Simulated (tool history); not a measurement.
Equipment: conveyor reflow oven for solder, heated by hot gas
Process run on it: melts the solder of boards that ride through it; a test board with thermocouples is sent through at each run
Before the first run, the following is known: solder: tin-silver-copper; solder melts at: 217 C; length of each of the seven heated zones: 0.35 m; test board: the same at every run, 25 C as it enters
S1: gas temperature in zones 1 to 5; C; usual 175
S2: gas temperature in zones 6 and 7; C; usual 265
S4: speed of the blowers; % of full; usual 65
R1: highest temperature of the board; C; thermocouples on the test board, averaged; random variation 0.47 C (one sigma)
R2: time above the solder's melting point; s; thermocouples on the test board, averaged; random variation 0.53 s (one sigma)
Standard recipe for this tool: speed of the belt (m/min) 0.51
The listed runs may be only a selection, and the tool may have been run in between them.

{"run": 1, "hour": 0.0, "S1": 175, "S2": 265, "speed of the belt (m/min)": 0.51, "S4": 65, "R1": 249.5, "R2": 61}
{"run": 2, "hour": 11.1, "S1": 175, "S2": 265, "speed of the belt (m/min)": 0.51, "S4": 65, "R1": 249.8, "R2": 61.2}
{"run": 3, "hour": 22.2, "S1": 175, "S2": 265, "speed of the belt (m/min)": 0.51, "S4": 65, "R1": 249.9, "R2": 61.3}
{"run": 4, "hour": 30.2, "S1": 175, "S2": 265, "speed of the belt (m/min)": 0.58, "S4": 65, "R1": 245.9, "R2": 49.5}
{"run": 5, "hour": 36.5, "S1": 175, "S2": 265, "speed of the belt (m/min)": 0.473, "S4": 65, "R1": 251.6, "R2": 68.2}
{"run": 6, "hour": 47.0, "S1": 175, "S2": 265, "speed of the belt (m/min)": 0.473, "S4": 65, "R1": 251.5, "R2": 67.9}
{"run": 7, "hour": 54.8, "S1": 175, "S2": 265, "speed of the belt (m/min)": 0.51, "S4": 50, "R1": 247.3, "R2": 56.3}
{"run": 8, "hour": 63.8, "S1": 175, "S2": 265, "speed of the belt (m/min)": 0.51, "S4": 63, "R1": 249.1, "R2": 59.8}
{"run": 9, "hour": 74.3, "S1": 175, "S2": 265, "speed of the belt (m/min)": 0.607, "S4": 65, "R1": 243.3, "R2": 44.4}
{"run": 10, "hour": 81.5, "S1": 175, "S2": 265, "speed of the belt (m/min)": 0.607, "S4": 65, "R1": 243.9, "R2": 44.9}
{"run": 11, "hour": 93.0, "S1": 175, "S2": 265, "speed of the belt (m/min)": 0.428, "S4": 65, "R1": 253.9, "R2": 77.2}
{"run": 12, "hour": 102.0, "S1": 175, "S2": 265, "speed of the belt (m/min)": 0.428, "S4": 65, "R1": 253.7, "R2": 78.8}
{"run": 13, "hour": 107.5, "S1": 175, "S2": 265, "speed of the belt (m/min)": 0.428, "S4": 65, "R1": 254, "R2": 77.5}
{"run": 14, "hour": 115.3, "S1": 175, "S2": 265, "speed of the belt (m/min)": 0.51, "S4": 65, "R1": 249.8, "R2": 59.9}
{"run": 15, "hour": 123.8, "S1": 175, "S2": 265, "speed of the belt (m/min)": 0.51, "S4": 65, "R1": 250, "R2": 59.3}
{"run": 16, "hour": 130.2, "S1": 175, "S2": 264, "speed of the belt (m/min)": 0.51, "S4": 61, "R1": 247.7, "R2": 58.4}
{"run": 17, "hour": 138.0, "S1": 175, "S2": 264, "speed of the belt (m/min)": 0.51, "S4": 61, "R1": 247.2, "R2": 58.6}
{"run": 18, "hour": 142.7, "S1": 175, "S2": 274, "speed of the belt (m/min)": 0.427, "S4": 61, "R1": 261, "R2": 82.8}
{"run": 19, "hour": 148.6, "S1": 175, "S2": 264, "speed of the belt (m/min)": 0.51, "S4": 85, "R1": 250.9, "R2": 62.8}
{"run": 20, "hour": 158.1, "S1": 165, "S2": 265, "speed of the belt (m/min)": 0.494, "S4": 69, "R1": 248.8, "R2": 58.4}
{"run": 21, "hour": 167.4, "S1": 175, "S2": 278, "speed of the belt (m/min)": 0.51, "S4": 67, "R1": 260.4, "R2": 67.9}
{"run": 22, "hour": 172.3, "S1": 163, "S2": 278, "speed of the belt (m/min)": 0.51, "S4": 59, "R1": 256.7, "R2": 61.6}
{"run": 23, "hour": 179.9, "S1": 163, "S2": 278, "speed of the belt (m/min)": 0.51, "S4": 59, "R1": 256.5, "R2": 61}
{"run": 24, "hour": 190.0, "S1": 175, "S2": 265, "speed of the belt (m/min)": 0.486, "S4": 81, "R1": 252.8, "R2": 67.6}
{"run": 25, "hour": 196.4, "S1": 182, "S2": 279, "speed of the belt (m/min)": 0.51, "S4": 56, "R1": 261.3, "R2": 71.1}
{"run": 26, "hour": 201.6, "S1": 172, "S2": 279, "speed of the belt (m/min)": 0.51, "S4": 56, "R1": 258.8, "R2": 65.2}
{"run": 27, "hour": 208.1, "S1": 175, "S2": 265, "speed of the belt (m/min)": 0.51, "S4": 65, "R1": 248.8, "R2": 59.3}
{"run": 28, "hour": 218.1, "S1": 186, "S2": 260, "speed of the belt (m/min)": 0.511, "S4": 74, "R1": 246.7, "R2": 63.3}
{"run": 29, "hour": 228.4, "S1": 165, "S2": 260, "speed of the belt (m/min)": 0.511, "S4": 74, "R1": 243.8, "R2": 51.5}
{"run": 30, "hour": 238.3, "S1": 161, "S2": 265, "speed of the belt (m/min)": 0.534, "S4": 65, "R1": 245, "R2": 47.7}

Predict each of these 5 candidate next runs independently; none follows another, all start after run 30:
{"run": "A", "hour": 246.4, "S1": 160, "S2": 265, "speed of the belt (m/min)": 0.534, "S4": 65, "R1": "?", "R2": "?"}
{"run": "B", "hour": 246.4, "S1": 187, "S2": 265, "speed of the belt (m/min)": 0.51, "S4": 56, "R1": "?", "R2": "?"}
{"run": "C", "hour": 246.4, "S1": 171, "S2": 274, "speed of the belt (m/min)": 0.546, "S4": 65, "R1": "?", "R2": "?"}
{"run": "D", "hour": 246.4, "S1": 188, "S2": 264, "speed of the belt (m/min)": 0.451, "S4": 65, "R1": "?", "R2": "?"}
{"run": "E", "hour": 246.4, "S1": 161, "S2": 265, "speed of the belt (m/min)": 0.534, "S4": 69, "R1": "?", "R2": "?"}

run=A R1=243.3 R2=46.7
run=B R1=249.3 R2=65.9
run=C R1=252.9 R2=56.4
run=D R1=252 R2=78.6
run=E R1=244.7 R2=48.3
The same runs, with their run-to-run variation unchanged, on a tool lacking any hidden condition would have given:
run=A R1=246.4 R2=49.6
run=B R1=251.9 R2=67.8
run=C R1=255.9 R2=58.4
run=D R1=254.5 R2=80.1
run=E R1=247.8 R2=51.3
